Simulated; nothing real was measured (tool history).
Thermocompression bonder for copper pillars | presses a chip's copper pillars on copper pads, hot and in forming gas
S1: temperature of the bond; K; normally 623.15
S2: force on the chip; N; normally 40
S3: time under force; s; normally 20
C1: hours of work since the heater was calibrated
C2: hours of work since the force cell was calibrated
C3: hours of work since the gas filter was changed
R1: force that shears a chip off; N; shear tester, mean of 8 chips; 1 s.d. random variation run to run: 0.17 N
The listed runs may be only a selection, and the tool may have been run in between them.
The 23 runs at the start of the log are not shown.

run   hour      S1  S2  S3   C1   C2   C3    R1
 24  143.7  624.15  33  19  182  110   99  56.7
 25  147.6  617.15  32  20  184  112  101  52.5
 26  152.4  628.15  32  35  186  114  103  68.7
 27  159.9  628.15  53  35  189  117  106  87.8
 28  164.4  642.15  28  35  191  119  108  69.9
 29  170.2  642.15  28  35  194  121  110  69.7
 30  177.6  628.15  41  20  197  125  114  69.5
 31  182.5  623.15  53  20  199  127  116  78.1
 32  190.8  595.15  58  44  202  130  119  79.9
 33  196.4  633.15  30  44  205  133  122  72.7
 34  200.4  597.15  40  29  207  135  123  57.7
     204.1  -- gauge calibrated
 35  205.4  597.15  40  29  209  137  126  56.9
 36  211.5  635.15  40  27  211  139  128  75.9
 37  220.2  635.15  40  27  215  143  132  76.4
 38  224.3  635.15  40  27  217  145  134    76
 39  230.2  635.15  40  27  219  147  136  76.2
     233.2  -- forming gas filter changed
 40  239.9  623.15  51  37  223  151    3  84.4

Consider 4 possible next runs. They are alternatives, not a sequence: every one starts from the tool as it was left by run 40. What does each give?
  A  244.5  623.15  40  31  225  153   5   ?
  B  244.5  624.15  32  51  225  153   5   ?
  C  244.5  612.15  47  10  225  153   5   ?
  D  244.5  623.15  26  20  225  153   5   ?

run    R1
  A  72.8
  B  72.2
  C  53.8
  D  46.6
With the hidden condition removed and each run's random variation left untouched, the same runs would have given:
run    R1
  A  72.5
  B  71.9
  C  53.6
  D  46.4
